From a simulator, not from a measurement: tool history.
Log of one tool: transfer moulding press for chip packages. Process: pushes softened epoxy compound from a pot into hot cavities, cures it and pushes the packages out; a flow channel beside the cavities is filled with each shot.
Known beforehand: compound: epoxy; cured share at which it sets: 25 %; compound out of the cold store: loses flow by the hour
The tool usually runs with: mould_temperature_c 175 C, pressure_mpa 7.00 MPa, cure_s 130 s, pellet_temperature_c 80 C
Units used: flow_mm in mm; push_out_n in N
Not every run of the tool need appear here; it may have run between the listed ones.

run    hour  mould_temperature_c  pressure_mpa  cure_s  pellet_temperature_c  incoming compound's hours out of the cold store  flow_mm  push_out_n
  1     0.0                  175          7.00     130                    80                                             25.7      878         538
       36.6  -- cavities cleaned with cleaning compound and waxed
  2    73.0                  175          7.00     130                    80                                             18.3      895         500
  3   121.9                  175          7.00     130                    80                                             45.0      795         540
      142.0  -- cavities cleaned with cleaning compound and waxed
  4   173.6                  175          7.00     111                    80                                             32.6      838         615
  5   219.4                  175          7.00     111                    80                                             27.5      835         749
      246.5  -- cavities cleaned with cleaning compound and waxed
  6   305.8                  175          7.00     111                    80                                             16.7      863         694
      322.1  -- plunger's sealing rings changed
      350.3  -- cavities cleaned with cleaning compound and waxed
  7   376.8                  175          7.00     111                    80                                             39.2      854         627
  8   430.8                  175          7.71     130                    80                                             41.1      878         541
      457.9  -- cavities cleaned with cleaning compound and waxed
  9   476.3                  175          8.39     130                    80                                             40.6      923         449
 10   554.2                  175          7.00     130                    80                                             18.6      891         541
      561.4  -- cavities cleaned with cleaning compound and waxed
 11   608.9                  175          7.00     130                    80                                             41.5      812         483
 12   646.5                  175          7.00     130                    80                                             46.8      801         533
      667.6  -- cavities cleaned with cleaning compound and waxed
 13   716.2                  175          7.00     123                    80                                             35.2      822         535
 14   763.9                  175          7.00     123                    80                                             11.4      877         606
      769.6  -- cavities cleaned with cleaning compound and waxed
 15   813.9                  174          7.00     111                    77                                             47.6      783         663
      830.8  -- plunger's sealing rings changed
 16   854.3                  175          7.00     114                    76                                              9.3      954         717
      878.7  -- cavities cleaned with cleaning compound and waxed
 17   915.8                  175          7.00     153                    72                                             39.2      858         418
      982.1  -- cavities cleaned with cleaning compound and waxed
 18   990.0                  177          7.00     139                    87                                             40.1      815         381
     1035.4  -- mould's thermocouples calibrated
 19  1035.4                  177          7.00     139                    87                                             47.5      808         456
     1084.6  -- cavities cleaned with cleaning compound and waxed
 20  1090.9                  175          6.27     154                    87                                             23.3      818         359
 21  1151.3                  175          6.27     154                    87                                             29.8      809         471
     1191.1  -- cavities cleaned with cleaning compound and waxed
 22  1204.3                  173          7.00     130                    80                                             36.6      838         472
 23  1265.7                  173          7.00     130                    80                                             32.0      822         624
     1298.4  -- cavities cleaned with cleaning compound and waxed
     1339.3  -- plunger's sealing rings changed
 24  1354.7                  175          7.87     113                    80                                             12.9      973         691
     1404.3  -- cavities cleaned with cleaning compound and waxed
 25  1408.3                  175          7.91     130                    80                                             46.0      884         401
 26  1448.4                  169          7.00     130                    82                                             19.4      955         745
     1504.7  -- cavities cleaned with cleaning compound and waxed
 27  1508.9                  169          7.00     130                    82                                             37.8      868         574
 28  1585.1                  169          7.00     130                    82                                             26.0      901         803

Alternative continuations, all from the tool just after run 28; predict every row:
     1607.6  -- cavities cleaned with cleaning compound and waxed
  A  1650.6                  169          7.94     130                    82                                             39.7        ?           ?
     1607.6  -- cavities cleaned with cleaning compound and waxed
  B  1650.6                  175          7.00     130                    89                                             47.9        ?           ?
     1607.6  -- cavities cleaned with cleaning compound and waxed
  C  1650.6                  175          6.16     130                    80                                             47.0        ?           ?

run  flow_mm  push_out_n
  A      894         691
  B      796         474
  C      741         499
With the hidden condition removed and each run's random variation left untouched, the same runs would have given:
run  flow_mm  push_out_n
  A      941         569
  B      839         386
  C      781         407
